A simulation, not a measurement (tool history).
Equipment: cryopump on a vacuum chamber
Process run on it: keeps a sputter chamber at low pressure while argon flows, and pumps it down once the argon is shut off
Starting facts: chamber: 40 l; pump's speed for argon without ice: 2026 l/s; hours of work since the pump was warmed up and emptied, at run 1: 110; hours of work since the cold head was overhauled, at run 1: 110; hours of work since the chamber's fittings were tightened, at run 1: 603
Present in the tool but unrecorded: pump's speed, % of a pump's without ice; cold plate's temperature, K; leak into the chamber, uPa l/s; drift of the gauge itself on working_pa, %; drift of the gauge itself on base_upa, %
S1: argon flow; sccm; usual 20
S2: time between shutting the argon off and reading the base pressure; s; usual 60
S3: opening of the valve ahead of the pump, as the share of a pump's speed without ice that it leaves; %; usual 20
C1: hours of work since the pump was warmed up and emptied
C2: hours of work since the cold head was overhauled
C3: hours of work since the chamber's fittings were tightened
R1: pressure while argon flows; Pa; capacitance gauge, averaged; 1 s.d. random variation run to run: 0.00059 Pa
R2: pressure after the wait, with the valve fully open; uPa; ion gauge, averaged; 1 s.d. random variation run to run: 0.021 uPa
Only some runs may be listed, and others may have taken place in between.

run	hour	S1	S2	S3	C1	C2	C3	R1	R2
1	0	20	60	20	110	110	603	0.0843	0.57
2	8	20	60	21	113	113	607	0.0795	0.56
3	16.8	20	60	28	117	117	611	0.0602	0.57
4	31.3	20	60	28	124	124	617	0.0605	0.54
5	45.3	20	60	23	130	130	623	0.0732	0.55
6	56.2	20	60	23	134	134	628	0.0723	0.58
7	65.6	17	60	23	139	139	632	0.0613	0.58
8	73.2	17	60	23	142	142	635	0.0621	0.57
9	86.2	17	282	23	148	148	641	0.0616	0.33
10	97.5	20	60	20	152	152	646	0.0842	0.53
11	109.4	20	52	20	158	158	651	0.0849	0.6
12	119	24	52	32	162	162	655	0.0632	0.58
13	131.1	20	72	20	167	167	660	0.0831	0.54
14	145.6	20	60	25	173	173	667	0.0679	0.61
15	157	9	83	20	178	178	672	0.0372	0.5
16	169.5	9	83	20	184	184	677	0.0375	0.46
17	185.2	33	43	20	191	191	684	0.1384	0.67
18	195.9	13	23	27	195	195	689	0.0403	1.04
19	212.9	20	157	18	203	203	696	0.0939	0.37
20	224.3	24	60	28	208	208	701	0.072	0.6
21	235.8	20	26	20	213	213	706	0.0848	0.97
22	245.7	20	26	20	217	217	710	0.0843	0.96

Consider 3 possible next runs. They are alternatives, not a sequence: every one starts from the tool as it was left by run 22. What does each give?
A	262.8	31	146	40	224	224	718	?	?
B	262.8	30	195	25	224	224	718	?	?
C	262.8	18	60	27	224	224	718	?	?

run	R1	R2
A	0.0667	0.39
B	0.102	0.35
C	0.0562	0.54
With no hidden state in the tool, these same runs would have given:
run	R1	R2
A	0.0655	0.27
B	0.1008	0.23
C	0.0555	0.42

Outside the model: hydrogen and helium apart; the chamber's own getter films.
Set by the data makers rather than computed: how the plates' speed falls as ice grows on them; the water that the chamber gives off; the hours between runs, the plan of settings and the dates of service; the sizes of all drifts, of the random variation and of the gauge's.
